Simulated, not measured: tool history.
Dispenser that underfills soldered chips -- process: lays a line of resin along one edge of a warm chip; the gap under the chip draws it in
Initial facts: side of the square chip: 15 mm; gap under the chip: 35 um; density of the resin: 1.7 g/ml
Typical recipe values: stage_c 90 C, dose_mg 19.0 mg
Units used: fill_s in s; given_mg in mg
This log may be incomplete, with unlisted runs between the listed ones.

run,hour,stage_c,dose_mg,fill_s,given_mg
1,0.0,90,19.0,403.4,18.31
2,7.7,81,19.0,698.0,18.24
# hour 14.9: new syringe of resin
3,18.2,81,23.0,596.7,21.97
4,23.7,81,23.0,681.2,21.80
# hour 29.7: new syringe of resin
5,30.0,81,19.7,535.0,18.76
6,36.3,81,19.7,648.3,18.57
# hour 44.0: new syringe of resin
7,47.6,81,19.7,599.7,18.64
# hour 58.7: new syringe of resin
8,61.2,81,19.7,586.6,18.50
# hour 73.2: new syringe of resin
9,74.4,95,24.0,335.8,22.46

Predict the results of run 10:
10,84.4,90,20.8,?,?

fill_s: 544.9 s
given_mg: 19.34 mg
Take away the tool's hidden state, keep the run-to-run variation as it was, and the same run would have given fill_s 409.6 s, given_mg 20.81 mg.

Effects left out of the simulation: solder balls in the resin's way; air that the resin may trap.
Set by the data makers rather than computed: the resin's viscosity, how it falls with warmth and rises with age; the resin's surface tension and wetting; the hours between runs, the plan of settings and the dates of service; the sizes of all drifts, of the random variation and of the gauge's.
